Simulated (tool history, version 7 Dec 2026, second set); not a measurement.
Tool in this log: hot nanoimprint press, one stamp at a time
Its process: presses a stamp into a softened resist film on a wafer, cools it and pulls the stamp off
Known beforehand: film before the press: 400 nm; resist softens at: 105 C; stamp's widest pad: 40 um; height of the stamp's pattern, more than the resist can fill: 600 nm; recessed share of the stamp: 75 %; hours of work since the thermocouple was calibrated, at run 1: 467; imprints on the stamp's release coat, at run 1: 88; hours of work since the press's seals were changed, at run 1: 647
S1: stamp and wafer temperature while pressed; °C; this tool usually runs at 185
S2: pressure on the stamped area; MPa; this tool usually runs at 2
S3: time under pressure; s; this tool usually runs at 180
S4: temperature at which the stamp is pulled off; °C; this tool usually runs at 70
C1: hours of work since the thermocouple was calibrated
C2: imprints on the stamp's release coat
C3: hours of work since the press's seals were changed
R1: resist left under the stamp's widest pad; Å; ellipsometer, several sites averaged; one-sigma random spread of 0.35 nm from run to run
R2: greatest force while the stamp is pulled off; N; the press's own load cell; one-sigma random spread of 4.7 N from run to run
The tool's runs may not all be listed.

run,hour,S1,S2,S3,S4,C1,C2,C3,R1,R2
1,0,185,2,180,70,467,88,647,1520,245
2,31.2,185,2,180,70,491,272,671,1526,255
3,61,185,1.25,180,70,515,448,694,1880,279
# hour 69.7: plate thermocouple calibrated
# hour 88.8: press's hydraulic seals changed and the load cell set to zero
4,117.7,185,1.25,180,70,31,717,22,1811,304
5,147.9,185,1.25,180,70,54,896,46,1815,325
# hour 190.7: stamp cleaned and given a new release coat
6,199.3,185,2,180,70,89,51,81,1472,239
7,245,185,2,180,56,125,321,116,1477,363
8,276.5,185,2,180,56,149,507,140,1471,395
9,315.3,185,2.52,180,56,179,735,170,1324,415
10,334.6,185,2.52,180,56,194,849,185,1321,447
11,362.2,185,2,180,70,215,1012,207,1486,343
# hour 388.3: stamp cleaned and given a new release coat
12,411.1,185,2,180,70,248,135,240,1492,246
13,439.5,185,2,180,70,270,302,262,1490,264
14,469.1,185,1.24,180,70,293,477,285,1863,282
15,496.4,185,1.52,180,70,314,638,306,1706,299
16,535.6,190,2,262,70,345,869,336,1080,327
17,561,176,1.37,223,73,364,1019,356,2224,320
# hour 583.2: stamp cleaned and given a new release coat
18,589.5,184,2.17,271,64,382,38,373,1275,274
19,635.7,184,2.17,271,64,417,310,409,1269,326
20,658.7,174,2.39,199,64,435,445,427,1992,324
21,702.2,174,2.39,199,64,469,703,460,1998,367
22,732.2,174,2.39,199,64,492,879,483,2006,375
23,754.2,189,2.72,190,77,509,1009,500,1132,279
# hour 771.8: plate thermocouple calibrated
# hour 781.7: stamp cleaned and given a new release coat
24,803.5,189,2.72,190,77,20,128,532,1081,195
25,840.6,189,2.72,201,70,49,347,560,1063,268
26,861.3,189,2.72,201,70,64,469,576,1063,278
27,903.5,189,2.72,201,70,97,718,609,1069,290
28,942.8,189,2.72,201,70,128,950,639,1067,330
# hour 976.6: stamp cleaned and given a new release coat
29,976.6,175,1.48,97,67,149,0,661,2813,254

What if the next run were any one of these 3? Each begins from the tool's condition after run 29:
A,998.5,182,1.34,180,71,166,129,678,?,?
B,998.5,180,1.48,97,69,166,129,678,?,?
C,998.5,185,2.67,328,70,166,129,678,?,?

run,R1,R2
A,1985,244
B,2470,248
C,1009,250
The same runs, with their run-to-run variation unchanged, on a tool lacking any hidden condition would have given:
run,R1,R2
A,1933,227
B,2414,231
C,970,233
